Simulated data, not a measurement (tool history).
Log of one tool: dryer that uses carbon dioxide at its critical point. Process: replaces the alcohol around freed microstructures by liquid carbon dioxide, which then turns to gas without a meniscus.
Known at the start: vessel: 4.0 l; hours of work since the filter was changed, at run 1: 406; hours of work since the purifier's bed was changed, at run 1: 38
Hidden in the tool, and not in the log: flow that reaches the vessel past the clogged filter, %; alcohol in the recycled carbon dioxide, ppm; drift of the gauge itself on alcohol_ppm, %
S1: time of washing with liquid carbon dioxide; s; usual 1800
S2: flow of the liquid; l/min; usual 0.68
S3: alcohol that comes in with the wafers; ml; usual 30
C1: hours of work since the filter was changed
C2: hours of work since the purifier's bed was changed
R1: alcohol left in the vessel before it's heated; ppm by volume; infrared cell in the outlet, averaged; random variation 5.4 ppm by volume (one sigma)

{"run": 1, "hour": 0.0, "S1": 1800, "S2": 0.68, "S3": 30, "C1": 406, "C2": 38, "R1": 217}
{"run": 2, "hour": 21.0, "S1": 1800, "S2": 0.68, "S3": 30, "C1": 413, "C2": 45, "R1": 216}
{"run": 3, "hour": 40.5, "S1": 1800, "S2": 0.68, "S3": 30, "C1": 419, "C2": 51, "R1": 221}
{"run": 4, "hour": 56.8, "S1": 1800, "S2": 0.68, "S3": 30, "C1": 424, "C2": 57, "R1": 222}
{"run": 5, "hour": 84.5, "S1": 1800, "S2": 0.924, "S3": 30, "C1": 433, "C2": 66, "R1": 65}
{"run": 6, "hour": 109.2, "S1": 1800, "S2": 0.52, "S3": 30, "C1": 441, "C2": 74, "R1": 506}
{"run": 7, "hour": 139.5, "S1": 1800, "S2": 0.52, "S3": 30, "C1": 451, "C2": 83, "R1": 535}
{"run": 8, "hour": 167.2, "S1": 1800, "S2": 0.68, "S3": 30, "C1": 460, "C2": 92, "R1": 243}
{"run": 9, "hour": 183.1, "S1": 1800, "S2": 0.68, "S3": 30, "C1": 465, "C2": 97, "R1": 250}
{"run": 10, "hour": 212.0, "S1": 1800, "S2": 0.68, "S3": 30, "C1": 474, "C2": 107, "R1": 247}
{"run": 11, "hour": 249.2, "S1": 1800, "S2": 0.68, "S3": 30, "C1": 486, "C2": 119, "R1": 246}
{"hour": 270.2, "done": "inlet filter changed"}
{"run": 12, "hour": 279.7, "S1": 1800, "S2": 0.68, "S3": 30, "C1": 3, "C2": 128, "R1": 134}
{"run": 13, "hour": 310.1, "S1": 1800, "S2": 0.68, "S3": 30, "C1": 13, "C2": 138, "R1": 149}
{"run": 14, "hour": 344.1, "S1": 1140, "S2": 0.664, "S3": 30, "C1": 24, "C2": 149, "R1": 610}
{"run": 15, "hour": 373.0, "S1": 1140, "S2": 0.664, "S3": 30, "C1": 33, "C2": 159, "R1": 649}
{"run": 16, "hour": 396.8, "S1": 1200, "S2": 0.68, "S3": 66, "C1": 41, "C2": 166, "R1": 1118}
{"run": 17, "hour": 433.4, "S1": 1200, "S2": 0.68, "S3": 66, "C1": 53, "C2": 178, "R1": 1161}
{"run": 18, "hour": 471.5, "S1": 1260, "S2": 0.503, "S3": 21, "C1": 65, "C2": 190, "R1": 659}
{"run": 19, "hour": 500.0, "S1": 1200, "S2": 0.93, "S3": 37, "C1": 74, "C2": 200, "R1": 263}
{"run": 20, "hour": 538.4, "S1": 1200, "S2": 0.93, "S3": 37, "C1": 87, "C2": 212, "R1": 267}
{"run": 21, "hour": 563.7, "S1": 1200, "S2": 0.93, "S3": 37, "C1": 95, "C2": 220, "R1": 257}
{"run": 22, "hour": 582.3, "S1": 1800, "S2": 0.527, "S3": 66, "C1": 101, "C2": 226, "R1": 771}

Forecast each of these 4 alternatives for the next run:
{"run": "A", "hour": 618.7, "S1": 1500, "S2": 0.503, "S3": 98, "C1": 113, "C2": 238, "R1": "?"}
{"run": "B", "hour": 618.7, "S1": 1440, "S2": 0.855, "S3": 66, "C1": 113, "C2": 238, "R1": "?"}
{"run": "C", "hour": 618.7, "S1": 1080, "S2": 0.68, "S3": 98, "C1": 113, "C2": 238, "R1": "?"}
{"run": "D", "hour": 618.7, "S1": 1800, "S2": 0.68, "S3": 35, "C1": 113, "C2": 238, "R1": "?"}

run=A R1=2144
run=B R1=324
run=C R1=2320
run=D R1=199
Without the tool's hidden state the same runs would have given:
run=A R1=1924
run=B R1=259
run=C R1=2088
run=D R1=155

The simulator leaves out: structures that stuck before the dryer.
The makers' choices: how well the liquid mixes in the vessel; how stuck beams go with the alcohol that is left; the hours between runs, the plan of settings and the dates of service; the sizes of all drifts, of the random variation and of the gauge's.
